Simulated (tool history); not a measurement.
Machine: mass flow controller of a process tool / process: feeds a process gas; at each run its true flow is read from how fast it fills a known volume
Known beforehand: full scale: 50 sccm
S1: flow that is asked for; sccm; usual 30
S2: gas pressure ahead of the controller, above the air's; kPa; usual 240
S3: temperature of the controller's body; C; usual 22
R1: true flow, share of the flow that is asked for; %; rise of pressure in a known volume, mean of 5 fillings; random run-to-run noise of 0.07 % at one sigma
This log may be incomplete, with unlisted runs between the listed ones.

{"run": 1, "hour": 0.0, "S1": 30, "S2": 240, "S3": 22, "R1": 98.99}
{"run": 2, "hour": 163.1, "S1": 30, "S2": 240, "S3": 22, "R1": 98.85}
{"run": 3, "hour": 454.8, "S1": 30, "S2": 240, "S3": 22, "R1": 99.01}
{"run": 4, "hour": 717.7, "S1": 30, "S2": 240, "S3": 22, "R1": 98.89}
{"run": 5, "hour": 905.9, "S1": 30, "S2": 240, "S3": 22, "R1": 99.03}
{"run": 6, "hour": 1123.4, "S1": 30, "S2": 240, "S3": 22, "R1": 98.99}
{"run": 7, "hour": 1335.8, "S1": 30, "S2": 240, "S3": 22, "R1": 99.05}
{"run": 8, "hour": 1503.6, "S1": 31, "S2": 240, "S3": 22, "R1": 99.12}
{"run": 9, "hour": 1749.8, "S1": 46, "S2": 240, "S3": 22, "R1": 99.71}
{"run": 10, "hour": 1898.7, "S1": 30, "S2": 258, "S3": 22, "R1": 99.24}
{"run": 11, "hour": 2189.0, "S1": 30, "S2": 258, "S3": 22, "R1": 99.37}
{"run": 12, "hour": 2385.2, "S1": 30, "S2": 240, "S3": 22, "R1": 99.08}
{"run": 13, "hour": 2670.3, "S1": 30, "S2": 240, "S3": 22, "R1": 99.13}
{"hour": 2690.9, "done": "controller's zero set anew"}
{"run": 14, "hour": 2884.8, "S1": 21, "S2": 240, "S3": 22, "R1": 99.6}
{"run": 15, "hour": 3047.1, "S1": 21, "S2": 240, "S3": 22, "R1": 99.55}
{"hour": 3206.1, "done": "controller's zero set anew, once more"}
{"run": 16, "hour": 3206.1, "S1": 6, "S2": 240, "S3": 22, "R1": 97.19}
{"run": 17, "hour": 3384.1, "S1": 30, "S2": 256, "S3": 22, "R1": 98.41}
{"run": 18, "hour": 3530.0, "S1": 30, "S2": 256, "S3": 22, "R1": 98.32}
{"run": 19, "hour": 3733.8, "S1": 30, "S2": 240, "S3": 28, "R1": 99.08}
{"run": 20, "hour": 4012.4, "S1": 30, "S2": 240, "S3": 28, "R1": 99.19}
{"run": 21, "hour": 4270.9, "S1": 30, "S2": 277, "S3": 28, "R1": 99.21}
{"run": 22, "hour": 4475.2, "S1": 30, "S2": 240, "S3": 31, "R1": 99.41}
{"run": 23, "hour": 4734.5, "S1": 30, "S2": 151, "S3": 22, "R1": 98.28}
{"run": 24, "hour": 4874.4, "S1": 50, "S2": 158, "S3": 37, "R1": 101.0}
{"run": 25, "hour": 5181.4, "S1": 7, "S2": 158, "S3": 37, "R1": 99.93}
{"run": 26, "hour": 5479.0, "S1": 12, "S2": 235, "S3": 34, "R1": 99.45}
{"run": 27, "hour": 5652.5, "S1": 12, "S2": 235, "S3": 34, "R1": 99.5}
{"run": 28, "hour": 5798.9, "S1": 30, "S2": 184, "S3": 30, "R1": 99.22}
{"run": 29, "hour": 6000.3, "S1": 9, "S2": 205, "S3": 28, "R1": 99.12}
{"run": 30, "hour": 6276.2, "S1": 30, "S2": 198, "S3": 20, "R1": 98.4}
{"run": 31, "hour": 6478.9, "S1": 37, "S2": 198, "S3": 37, "R1": 100.59}
{"run": 32, "hour": 6728.0, "S1": 16, "S2": 248, "S3": 32, "R1": 99.65}
{"run": 33, "hour": 6959.9, "S1": 5, "S2": 208, "S3": 31, "R1": 101.31}
{"run": 34, "hour": 7227.3, "S1": 33, "S2": 208, "S3": 31, "R1": 99.81}
{"run": 35, "hour": 7392.3, "S1": 7, "S2": 240, "S3": 22, "R1": 99.69}
{"run": 36, "hour": 7574.8, "S1": 6, "S2": 171, "S3": 30, "R1": 101.03}
{"run": 37, "hour": 7744.2, "S1": 8, "S2": 252, "S3": 28, "R1": 100.4}
{"run": 38, "hour": 8000.1, "S1": 8, "S2": 252, "S3": 28, "R1": 100.28}
{"run": 39, "hour": 8284.5, "S1": 8, "S2": 244, "S3": 29, "R1": 100.66}
{"run": 40, "hour": 8488.8, "S1": 8, "S2": 141, "S3": 29, "R1": 100.36}
{"run": 41, "hour": 8763.4, "S1": 8, "S2": 141, "S3": 29, "R1": 100.66}
{"run": 42, "hour": 8979.1, "S1": 10, "S2": 157, "S3": 20, "R1": 99.1}
{"run": 43, "hour": 9165.2, "S1": 11, "S2": 178, "S3": 32, "R1": 100.5}
{"run": 44, "hour": 9385.2, "S1": 11, "S2": 142, "S3": 32, "R1": 100.49}
{"run": 45, "hour": 9606.6, "S1": 20, "S2": 259, "S3": 31, "R1": 99.99}

Predict each of these 3 candidate next runs independently; none follows another, all start after run 45:
{"run": "A", "hour": 9820.6, "S1": 30, "S2": 240, "S3": 34, "R1": "?"}
{"run": "B", "hour": 9820.6, "S1": 20, "S2": 262, "S3": 31, "R1": "?"}
{"run": "C", "hour": 9820.6, "S1": 12, "S2": 259, "S3": 35, "R1": "?"}

run=A R1=100.34
run=B R1=99.97
run=C R1=101.01
The same runs, with their run-to-run variation unchanged, on a tool lacking any hidden condition would have given:
run=A R1=100.08
run=B R1=99.19
run=C R1=99.17
